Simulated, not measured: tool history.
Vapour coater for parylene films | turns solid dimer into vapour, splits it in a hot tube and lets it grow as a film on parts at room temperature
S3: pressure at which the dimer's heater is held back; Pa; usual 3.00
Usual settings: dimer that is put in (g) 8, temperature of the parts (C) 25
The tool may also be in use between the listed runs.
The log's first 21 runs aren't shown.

Run 22, hour 1166.9: usual settings but dimer that is put in (g) 4, S3 5.65 Pa. Result: thickness of the film (nm) 3040.
Run 23, hour 1222.9: usual settings but dimer that is put in (g) 4, S3 5.65 Pa. Result: thickness of the film (nm) 3050.
Run 24, hour 1269.2: usual settings but temperature of the parts (C) 29, S3 5.57 Pa. Result: thickness of the film (nm) 5570.
Run 25, hour 1344.6: usual settings but dimer that is put in (g) 4, temperature of the parts (C) 24, S3 9.26 Pa. Result: thickness of the film (nm) 2810.
At hour 1368.9: trap's valve overhauled.
Run 26, hour 1382.5: usual settings but dimer that is put in (g) 5, temperature of the parts (C) 20, S3 9.26 Pa. Result: thickness of the film (nm) 4080.
Run 27, hour 1453.5: usual settings but dimer that is put in (g) 11, temperature of the parts (C) 22. Result: thickness of the film (nm) 10130.
Run 28, hour 1487.2: usual settings but dimer that is put in (g) 11, temperature of the parts (C) 22. Result: thickness of the film (nm) 9960.
Run 29, hour 1562.1: usual settings but dimer that is put in (g) 9, temperature of the parts (C) 22, S3 2.72 Pa. Result: thickness of the film (nm) 8110.
Run 30, hour 1619.8: usual settings but dimer that is put in (g) 12, S3 2.02 Pa. Result: thickness of the film (nm) 10480.
At hour 1652.6: table's thermometer calibrated.
Run 31, hour 1660.8: usual settings but dimer that is put in (g) 3, temperature of the parts (C) 19, S3 2.02 Pa. Result: thickness of the film (nm) 3070.
At hour 1710.7: trap's valve overhauled.
Run 32, hour 1737.5: usual settings but dimer that is put in (g) 3, temperature of the parts (C) 19, S3 2.02 Pa. Result: thickness of the film (nm) 3240.
Run 33, hour 1774.7: usual settings but dimer that is put in (g) 3, temperature of the parts (C) 19, S3 2.02 Pa. Result: thickness of the film (nm) 3230.

5 ways to go on from here, each from the tool as it stands after run 33. What would each give?
Run A, hour 1838.1: usual settings but dimer that is put in (g) 5, temperature of the parts (C) 24, S3 2.02 Pa. Result: thickness of the film (nm) ?.
Run B, hour 1838.1: usual settings but dimer that is put in (g) 7, temperature of the parts (C) 27, S3 4.89 Pa. Result: thickness of the film (nm) ?.
Run C, hour 1838.1: usual settings but dimer that is put in (g) 4, temperature of the parts (C) 33, S3 10.57 Pa. Result: thickness of the film (nm) ?.
Run D, hour 1838.1: usual settings but temperature of the parts (C) 19, S3 2.02 Pa. Result: thickness of the film (nm) ?.
Run E, hour 1838.1: usual settings but dimer that is put in (g) 9, temperature of the parts (C) 21, S3 2.26 Pa. Result: thickness of the film (nm) ?.

run  thickness of the film (nm)
  A                        4730
  B                        5400
  C                        2430
  D                        8560
  E                        8870
Without the tool's hidden state the same runs would have given:
run  thickness of the film (nm)
  A                        4940
  B                        5640
  C                        2540
  D                        8940
  E                        9260
